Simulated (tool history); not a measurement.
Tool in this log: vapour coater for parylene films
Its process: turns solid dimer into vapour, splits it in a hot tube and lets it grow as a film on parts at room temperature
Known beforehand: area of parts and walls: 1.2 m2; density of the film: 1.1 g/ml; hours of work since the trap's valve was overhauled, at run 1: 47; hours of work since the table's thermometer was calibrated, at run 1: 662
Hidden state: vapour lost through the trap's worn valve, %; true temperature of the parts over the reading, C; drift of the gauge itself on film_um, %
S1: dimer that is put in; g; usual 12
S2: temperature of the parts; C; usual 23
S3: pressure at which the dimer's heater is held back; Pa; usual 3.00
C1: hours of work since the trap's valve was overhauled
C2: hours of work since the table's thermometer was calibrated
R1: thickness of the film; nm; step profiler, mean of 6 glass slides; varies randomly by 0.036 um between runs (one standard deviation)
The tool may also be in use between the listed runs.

Run 1, hour 0.0: usual settings; C1 47; C2 662. Result: R1 6230 nm.
Run 2, hour 34.2: usual settings; C1 64; C2 679. Result: R1 6180 nm.
Run 3, hour 74.5: usual settings; C1 85; C2 700. Result: R1 6200 nm.
Run 4, hour 119.3: usual settings but S2 24 C; C1 108; C2 723. Result: R1 6070 nm.
Run 5, hour 152.8: usual settings but S2 24 C; C1 125; C2 740. Result: R1 6070 nm.
Run 6, hour 223.2: usual settings but S2 24 C; C1 161; C2 776. Result: R1 6060 nm.
Run 7, hour 262.3: usual settings; C1 181; C2 796. Result: R1 6270 nm.
Run 8, hour 306.3: usual settings; C1 204; C2 819. Result: R1 6250 nm.
Run 9, hour 351.0: usual settings; C1 227; C2 842. Result: R1 6280 nm.
Run 10, hour 411.7: usual settings; C1 258; C2 873. Result: R1 6230 nm.
Run 11, hour 484.0: usual settings; C1 295; C2 910. Result: R1 6290 nm.
At hour 511.3: trap's valve overhauled.
Run 12, hour 530.7: usual settings but S1 6 g; C1 10; C2 932. Result: R1 3160 nm.
Run 13, hour 563.6: usual settings but S1 6 g; C1 27; C2 949. Result: R1 3170 nm.
Run 14, hour 609.9: usual settings but S1 6 g; C1 51; C2 973. Result: R1 3180 nm.
Run 15, hour 667.0: usual settings but S1 6 g; C1 80; C2 1002. Result: R1 3230 nm.
Run 16, hour 716.7: usual settings; C1 105; C2 1028. Result: R1 6330 nm.
At hour 740.0: gauge calibrated.
Run 17, hour 786.7: usual settings but S3 4.57 Pa; C1 141; C2 1064. Result: R1 5680 nm.
Run 18, hour 853.6: usual settings but S3 2.29 Pa; C1 176; C2 1098. Result: R1 6570 nm.
Run 19, hour 921.9: usual settings but S3 2.29 Pa; C1 211; C2 1133. Result: R1 6580 nm.
Run 20, hour 982.8: usual settings but S3 2.29 Pa; C1 242; C2 1164. Result: R1 6610 nm.
Run 21, hour 1022.8: usual settings but S3 2.29 Pa; C1 263; C2 1185. Result: R1 6560 nm.
Run 22, hour 1062.7: usual settings but S3 2.29 Pa; C1 283; C2 1205. Result: R1 6660 nm.
Run 23, hour 1095.7: usual settings; C1 300; C2 1222. Result: R1 6230 nm.
At hour 1109.1: trap's valve overhauled.
Run 24, hour 1136.7: usual settings but S1 21 g, S2 34 C; C1 14; C2 1241. Result: R1 8130 nm.
Run 25, hour 1185.7: usual settings but S1 21 g, S2 29 C, S3 2.18 Pa; C1 39; C2 1266. Result: R1 10060 nm.
Run 26, hour 1236.4: usual settings but S1 13 g, S2 16 C, S3 10.09 Pa; C1 65; C2 1292. Result: R1 6560 nm.
Run 27, hour 1293.3: usual settings but S1 9 g, S2 25 C; C1 95; C2 1322. Result: R1 4470 nm.
Run 28, hour 1354.0: usual settings but S1 13 g, S2 22 C, S3 7.57 Pa; C1 126; C2 1353. Result: R1 5900 nm.
Run 29, hour 1404.5: usual settings but S1 7 g, S2 22 C, S3 4.10 Pa; C1 152; C2 1379. Result: R1 3590 nm.
Run 30, hour 1474.0: usual settings but S1 8 g, S3 7.33 Pa; C1 187; C2 1414. Result: R1 3570 nm.
Run 31, hour 1548.8: usual settings but S1 6 g, S2 25 C, S3 7.33 Pa; C1 226; C2 1453. Result: R1 2580 nm.
At hour 1559.0: gauge calibrated.
Run 32, hour 1609.0: usual settings but S1 6 g, S3 8.67 Pa; C1 257; C2 1484. Result: R1 2530 nm.
Run 33, hour 1671.2: usual settings but S1 6 g, S2 19 C, S3 8.67 Pa; C1 289; C2 1516. Result: R1 2800 nm.
At hour 1710.4: trap's valve overhauled.
Run 34, hour 1725.4: usual settings but S3 2.64 Pa; C1 8; C2 1541. Result: R1 6300 nm.
Run 35, hour 1785.1: usual settings but S1 8 g, S2 32 C, S3 5.83 Pa; C1 38; C2 1572. Result: R1 2870 nm.
Run 36, hour 1852.8: usual settings but S1 7 g, S2 32 C, S3 3.57 Pa; C1 73; C2 1607. Result: R1 2730 nm.
Run 37, hour 1924.1: usual settings but S1 19 g, S2 20 C; C1 110; C2 1644. Result: R1 10780 nm.
Run 38, hour 1958.7: usual settings but S1 19 g, S2 20 C; C1 128; C2 1661. Result: R1 10830 nm.
Run 39, hour 2027.2: usual settings but S1 8 g, S2 20 C; C1 163; C2 1697. Result: R1 4530 nm.
Run 40, hour 2067.7: usual settings but S1 17 g, S2 20 C; C1 183; C2 1717. Result: R1 9740 nm.
Run 41, hour 2102.7: usual settings but S1 17 g, S2 20 C; C1 201; C2 1735. Result: R1 9660 nm.
Run 42, hour 2166.2: usual settings but S1 17 g, S2 20 C, S3 7.09 Pa; C1 234; C2 1768. Result: R1 8240 nm.
Run 43, hour 2243.1: usual settings but S1 8 g, S2 20 C, S3 2.27 Pa; C1 274; C2 1807. Result: R1 4910 nm.
At hour 2311.6: trap's valve overhauled.
Run 44, hour 2320.9: usual settings but S1 8 g, S2 20 C, S3 2.27 Pa; C1 5; C2 1845. Result: R1 4860 nm.
Run 45, hour 2388.2: usual settings but S1 8 g, S3 10.99 Pa; C1 39; C2 1880. Result: R1 3350 nm.

Describe how what the log doesn't record of the tool's condition differs between the last listed run preceding each entry between runs and the first listed run following it.
In the gap between runs 11 and 12: trap's valve overhauled (hour 511.3)
  vapour lost through the trap's worn valve, %: 0.3 -> 0; drift of the gauge itself on film_um, %: 1.92 -> 2.09
  the result without the hidden state subtracted from the measured one, R1: +100 -> +70 nm
In the gap between runs 16 and 17: gauge calibrated (hour 740.0)
  vapour lost through the trap's worn valve, %: 0.1 -> 0.2; drift of the gauge itself on film_um, %: 2.83 -> 0.19
  the result without the hidden state subtracted from the measured one, R1: +170 -> +0 nm
In the gap between runs 23 and 24: trap's valve overhauled (hour 1109.1)
  vapour lost through the trap's worn valve, %: 0.4 -> 0; drift of the gauge itself on film_um, %: 1.41 -> 1.56
  the result without the hidden state subtracted from the measured one, R1: +80 -> +130 nm
In the gap between runs 31 and 32: gauge calibrated (hour 1559.0)
  drift of the gauge itself on film_um, %: 3.19 -> 0.2
  the result without the hidden state subtracted from the measured one, R1: +80 -> +0 nm
In the gap between runs 33 and 34: trap's valve overhauled (hour 1710.4)
  vapour lost through the trap's worn valve, %: 0.4 -> 0.1; true temperature of the parts over the reading, C: -0.06 -> -0.07; drift of the gauge itself on film_um, %: 0.45 -> 0.64
  the result without the hidden state subtracted from the measured one, R1: +10 -> +50 nm
In the gap between runs 43 and 44: trap's valve overhauled (hour 2311.6)
  vapour lost through the trap's worn valve, %: 0.4 -> 0; drift of the gauge itself on film_um, %: 2.7 -> 2.99
  the result without the hidden state subtracted from the measured one, R1: +120 -> +150 nm

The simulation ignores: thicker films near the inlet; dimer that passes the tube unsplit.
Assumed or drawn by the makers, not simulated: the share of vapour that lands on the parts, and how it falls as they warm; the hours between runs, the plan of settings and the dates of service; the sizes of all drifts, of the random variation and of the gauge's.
